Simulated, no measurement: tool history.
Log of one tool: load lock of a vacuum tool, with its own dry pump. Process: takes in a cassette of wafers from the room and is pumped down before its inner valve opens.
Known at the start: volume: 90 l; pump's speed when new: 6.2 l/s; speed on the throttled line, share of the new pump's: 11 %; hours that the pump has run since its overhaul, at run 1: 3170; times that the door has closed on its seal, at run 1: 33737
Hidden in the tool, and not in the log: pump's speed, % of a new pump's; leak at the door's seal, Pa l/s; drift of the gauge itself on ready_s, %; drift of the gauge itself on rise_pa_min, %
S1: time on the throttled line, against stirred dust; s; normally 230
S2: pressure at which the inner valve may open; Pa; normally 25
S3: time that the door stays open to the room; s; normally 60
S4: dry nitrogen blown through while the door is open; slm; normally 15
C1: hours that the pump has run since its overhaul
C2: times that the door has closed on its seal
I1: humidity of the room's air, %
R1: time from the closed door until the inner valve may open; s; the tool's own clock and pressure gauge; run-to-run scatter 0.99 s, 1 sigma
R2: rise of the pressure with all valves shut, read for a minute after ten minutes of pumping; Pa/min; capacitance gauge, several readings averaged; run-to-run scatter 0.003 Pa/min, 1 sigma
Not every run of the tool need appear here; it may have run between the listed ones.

{"run": 1, "hour": 0.0, "S1": 230, "S2": 25, "S3": 60, "S4": 15, "C1": 3170, "C2": 33737, "I1": 40.2, "R1": 331.2, "R2": 0.167}
{"run": 2, "hour": 177.6, "S1": 230, "S2": 25, "S3": 60, "S4": 15, "C1": 3347, "C2": 34408, "I1": 45.3, "R1": 331.5, "R2": 0.183}
{"run": 3, "hour": 386.8, "S1": 230, "S2": 25, "S3": 60, "S4": 15, "C1": 3556, "C2": 35199, "I1": 41.6, "R1": 331.1, "R2": 0.174}
{"run": 4, "hour": 577.5, "S1": 230, "S2": 21, "S3": 60, "S4": 15, "C1": 3747, "C2": 35920, "I1": 44.9, "R1": 335.1, "R2": 0.181}
{"run": 5, "hour": 703.5, "S1": 230, "S2": 21, "S3": 60, "S4": 15, "C1": 3873, "C2": 36397, "I1": 45.3, "R1": 335, "R2": 0.191}
{"hour": 744.0, "done": "door's seal changed, seat wiped"}
{"run": 6, "hour": 926.4, "S1": 230, "S2": 21, "S3": 60, "S4": 15, "C1": 4095, "C2": 690, "I1": 43, "R1": 335.5, "R2": 0.023}
{"run": 7, "hour": 1139.0, "S1": 230, "S2": 21, "S3": 60, "S4": 15, "C1": 4307, "C2": 1493, "I1": 44.4, "R1": 336.1, "R2": 0.026}
{"run": 8, "hour": 1301.3, "S1": 230, "S2": 21, "S3": 60, "S4": 15, "C1": 4469, "C2": 2107, "I1": 47.2, "R1": 335.2, "R2": 0.026}
{"run": 9, "hour": 1462.8, "S1": 230, "S2": 21, "S3": 60, "S4": 15, "C1": 4631, "C2": 2718, "I1": 42.8, "R1": 334.2, "R2": 0.023}
{"run": 10, "hour": 1572.9, "S1": 420, "S2": 48, "S3": 36, "S4": 15, "C1": 4741, "C2": 3134, "I1": 46.6, "R1": 493.2, "R2": 0.019}
{"run": 11, "hour": 1765.3, "S1": 420, "S2": 19, "S3": 36, "S4": 42, "C1": 4933, "C2": 3861, "I1": 44.9, "R1": 508, "R2": 0.015}
{"run": 12, "hour": 1915.8, "S1": 230, "S2": 25, "S3": 44, "S4": 8, "C1": 5084, "C2": 4430, "I1": 47.9, "R1": 332.8, "R2": 0.023}
{"run": 13, "hour": 2032.0, "S1": 340, "S2": 36, "S3": 60, "S4": 15, "C1": 5200, "C2": 4870, "I1": 45.6, "R1": 424.9, "R2": 0.041}
{"run": 14, "hour": 2226.4, "S1": 230, "S2": 21, "S3": 60, "S4": 11, "C1": 5395, "C2": 5605, "I1": 42.8, "R1": 337.7, "R2": 0.034}
{"run": 15, "hour": 2356.7, "S1": 237, "S2": 25, "S3": 39, "S4": 35, "C1": 5525, "C2": 6097, "I1": 45.7, "R1": 343.3, "R2": 0.023}
{"run": 16, "hour": 2459.8, "S1": 218, "S2": 41, "S3": 39, "S4": 35, "C1": 5628, "C2": 6487, "I1": 42.1, "R1": 316.8, "R2": 0.027}
{"run": 17, "hour": 2651.6, "S1": 202, "S2": 25, "S3": 94, "S4": 15, "C1": 5820, "C2": 7212, "I1": 43.7, "R1": 311.3, "R2": 0.042}

Branching from run 17: 3 alternative next runs. What would each branch give?
{"run": "A", "hour": 2866.2, "S1": 431, "S2": 25, "S3": 94, "S4": 10, "C1": 6034, "C2": 8023, "I1": 46.2, "R1": "?", "R2": "?"}
{"run": "B", "hour": 2866.2, "S1": 375, "S2": 25, "S3": 60, "S4": 22, "C1": 6034, "C2": 8023, "I1": 49.9, "R1": "?", "R2": "?"}
{"run": "C", "hour": 2866.2, "S1": 230, "S2": 31, "S3": 25, "S4": 5, "C1": 6034, "C2": 8023, "I1": 43.5, "R1": "?", "R2": "?"}

run=A R1=513 R2=0.047
run=B R1=464.1 R2=0.038
run=C R1=332.2 R2=0.032
Stripped of hidden state, with their random variation kept, the same runs would have yielded:
run=A R1=506.5 R2=0.029
run=B R1=457 R2=0.02
run=C R1=324.1 R2=0.014
